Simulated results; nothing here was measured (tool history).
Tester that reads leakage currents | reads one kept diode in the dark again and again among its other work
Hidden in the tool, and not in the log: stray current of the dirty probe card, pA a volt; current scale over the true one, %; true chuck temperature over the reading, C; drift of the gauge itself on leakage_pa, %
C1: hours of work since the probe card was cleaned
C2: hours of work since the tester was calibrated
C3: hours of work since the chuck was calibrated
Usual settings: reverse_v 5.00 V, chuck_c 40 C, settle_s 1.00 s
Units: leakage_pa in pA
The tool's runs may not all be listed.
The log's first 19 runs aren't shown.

{"hour": 3484.1, "done": "chuck's temperature calibrated"}
{"run": 20, "hour": 3728.2, "reverse_v": 9.11, "chuck_c": 40, "settle_s": 0.57, "C1": 503, "C2": 1261, "C3": 193, "leakage_pa": 716.49}
{"run": 21, "hour": 3903.2, "reverse_v": 9.11, "chuck_c": 40, "settle_s": 0.57, "C1": 641, "C2": 1399, "C3": 331, "leakage_pa": 726.01}
{"run": 22, "hour": 4169.3, "reverse_v": 12.47, "chuck_c": 43, "settle_s": 9.53, "C1": 851, "C2": 1609, "C3": 541, "leakage_pa": 1064.52}
{"run": 23, "hour": 4377.7, "reverse_v": 12.47, "chuck_c": 43, "settle_s": 9.53, "C1": 1016, "C2": 1774, "C3": 706, "leakage_pa": 1087.28}
{"run": 24, "hour": 4555.1, "reverse_v": 8.41, "chuck_c": 43, "settle_s": 0.44, "C1": 1156, "C2": 1914, "C3": 846, "leakage_pa": 936.36}
{"hour": 4828.7, "done": "chuck's temperature calibrated"}
{"run": 25, "hour": 4828.7, "reverse_v": 3.31, "chuck_c": 25, "settle_s": 0.44, "C1": 1371, "C2": 2129, "C3": 0, "leakage_pa": 136.31}
{"run": 26, "hour": 5100.2, "reverse_v": 5.0, "chuck_c": 40, "settle_s": 0.97, "C1": 1585, "C2": 2343, "C3": 214, "leakage_pa": 563.89}
{"run": 27, "hour": 5393.7, "reverse_v": 1.44, "chuck_c": 24, "settle_s": 1.22, "C1": 1817, "C2": 2575, "C3": 446, "leakage_pa": 90.87}
{"run": 28, "hour": 5652.5, "reverse_v": 6.65, "chuck_c": 29, "settle_s": 3.02, "C1": 2021, "C2": 2779, "C3": 651, "leakage_pa": 279.06}
{"run": 29, "hour": 5788.2, "reverse_v": 6.65, "chuck_c": 53, "settle_s": 1.42, "C1": 2129, "C2": 2887, "C3": 758, "leakage_pa": 1787.75}
{"run": 30, "hour": 6044.9, "reverse_v": 6.65, "chuck_c": 53, "settle_s": 1.42, "C1": 2331, "C2": 3089, "C3": 961, "leakage_pa": 1819.85}

Forecast each of these 3 alternatives for the next run:
{"hour": 6169.4, "done": "chuck's temperature calibrated"}
{"run": "A", "hour": 6316.9, "reverse_v": 4.92, "chuck_c": 35, "settle_s": 1.42, "C1": 2545, "C2": 3303, "C3": 117, "leakage_pa": "?"}
{"hour": 6169.4, "done": "chuck's temperature calibrated"}
{"run": "B", "hour": 6316.9, "reverse_v": 5.0, "chuck_c": 24, "settle_s": 1.48, "C1": 2545, "C2": 3303, "C3": 117, "leakage_pa": "?"}
{"hour": 6169.4, "done": "chuck's temperature calibrated"}
{"run": "C", "hour": 6316.9, "reverse_v": 6.63, "chuck_c": 29, "settle_s": 1.42, "C1": 2545, "C2": 3303, "C3": 117, "leakage_pa": "?"}

run=A leakage_pa=372.44
run=B leakage_pa=153.91
run=C leakage_pa=264.06
Without the tool's hidden state the same runs would have given:
run=A leakage_pa=357.59
run=B leakage_pa=142.00
run=C leakage_pa=247.41
